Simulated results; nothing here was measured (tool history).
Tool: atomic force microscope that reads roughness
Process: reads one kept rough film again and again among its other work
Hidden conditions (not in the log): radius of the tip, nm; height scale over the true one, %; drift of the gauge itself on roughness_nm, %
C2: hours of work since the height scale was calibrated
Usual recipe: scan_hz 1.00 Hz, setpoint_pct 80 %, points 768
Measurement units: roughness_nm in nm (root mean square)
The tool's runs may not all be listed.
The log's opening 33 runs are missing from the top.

{"run": 34, "day": 47.833, "scan_hz": 1.72, "setpoint_pct": 80, "points": 377, "pictures with this tip": 177, "C2": 1170, "roughness_nm": 1.306}
{"run": 35, "day": 49.0, "scan_hz": 1.55, "setpoint_pct": 87, "points": 419, "pictures with this tip": 232, "C2": 1191, "roughness_nm": 1.2}
{"day": 49.142, "done": "height scale calibrated on a step standard"}
{"day": 50.362, "done": "new tip fitted"}
{"run": 36, "day": 50.529, "scan_hz": 2.29, "setpoint_pct": 87, "points": 507, "pictures with this tip": 8, "C2": 24, "roughness_nm": 1.421}
{"run": 37, "day": 51.471, "scan_hz": 1.21, "setpoint_pct": 69, "points": 376, "pictures with this tip": 52, "C2": 40, "roughness_nm": 1.615}
{"run": 38, "day": 52.7, "scan_hz": 1.21, "setpoint_pct": 69, "points": 376, "pictures with this tip": 111, "C2": 62, "roughness_nm": 1.529}
{"run": 39, "day": 54.221, "scan_hz": 1.21, "setpoint_pct": 69, "points": 376, "pictures with this tip": 183, "C2": 88, "roughness_nm": 1.407}
{"day": 55.183, "done": "height scale calibrated on a step standard, once more"}
{"run": 40, "day": 56.258, "scan_hz": 2.24, "setpoint_pct": 70, "points": 581, "pictures with this tip": 277, "C2": 19, "roughness_nm": 1.243}
{"day": 56.625, "done": "new tip fitted"}
{"run": 41, "day": 57.35, "scan_hz": 0.54, "setpoint_pct": 80, "points": 319, "pictures with this tip": 34, "C2": 37, "roughness_nm": 1.639}
{"run": 42, "day": 58.646, "scan_hz": 1.75, "setpoint_pct": 80, "points": 455, "pictures with this tip": 95, "C2": 60, "roughness_nm": 1.427}
{"run": 43, "day": 59.754, "scan_hz": 1.75, "setpoint_pct": 80, "points": 455, "pictures with this tip": 148, "C2": 79, "roughness_nm": 1.349}
{"run": 44, "day": 61.004, "scan_hz": 1.75, "setpoint_pct": 80, "points": 455, "pictures with this tip": 207, "C2": 101, "roughness_nm": 1.28}
{"day": 62.883, "done": "new tip fitted"}
{"run": 45, "day": 63.1, "scan_hz": 0.59, "setpoint_pct": 66, "points": 969, "pictures with this tip": 10, "C2": 137, "roughness_nm": 1.771}
{"run": 46, "day": 64.288, "scan_hz": 0.59, "setpoint_pct": 66, "points": 969, "pictures with this tip": 67, "C2": 158, "roughness_nm": 1.665}
{"run": 47, "day": 65.229, "scan_hz": 0.69, "setpoint_pct": 78, "points": 328, "pictures with this tip": 111, "C2": 174, "roughness_nm": 1.521}
{"run": 48, "day": 66.179, "scan_hz": 2.89, "setpoint_pct": 80, "points": 412, "pictures with this tip": 156, "C2": 191, "roughness_nm": 1.251}
{"run": 49, "day": 68.212, "scan_hz": 3.76, "setpoint_pct": 82, "points": 282, "pictures with this tip": 253, "C2": 226, "roughness_nm": 1.025}
{"day": 69.1, "done": "new tip fitted"}
{"run": 50, "day": 69.133, "scan_hz": 2.3, "setpoint_pct": 80, "points": 275, "pictures with this tip": 1, "C2": 242, "roughness_nm": 1.489}
{"run": 51, "day": 70.238, "scan_hz": 0.98, "setpoint_pct": 83, "points": 275, "pictures with this tip": 54, "C2": 261, "roughness_nm": 1.545}

Each row is a separate what-if for the run after 51, all from the same tool condition, not one after another. Results?
{"run": "A", "day": 71.096, "scan_hz": 2.8, "setpoint_pct": 81, "points": 399, "pictures with this tip": 94, "C2": 276, "roughness_nm": "?"}
{"run": "B", "day": 71.096, "scan_hz": 1.0, "setpoint_pct": 80, "points": 1012, "pictures with this tip": 94, "C2": 276, "roughness_nm": "?"}
{"run": "C", "day": 71.096, "scan_hz": 0.83, "setpoint_pct": 69, "points": 275, "pictures with this tip": 94, "C2": 276, "roughness_nm": "?"}
{"run": "D", "day": 71.096, "scan_hz": 0.98, "setpoint_pct": 60, "points": 634, "pictures with this tip": 94, "C2": 276, "roughness_nm": "?"}
{"run": "E", "day": 71.096, "scan_hz": 1.7, "setpoint_pct": 80, "points": 768, "pictures with this tip": 94, "C2": 276, "roughness_nm": "?"}

run=A roughness_nm=1.307
run=B roughness_nm=1.544
run=C roughness_nm=1.548
run=D roughness_nm=1.613
run=E roughness_nm=1.451
Stripped of hidden state, with their random variation kept, the same runs would have yielded:
run=A roughness_nm=1.440
run=B roughness_nm=1.700
run=C roughness_nm=1.704
run=D roughness_nm=1.777
run=E roughness_nm=1.598
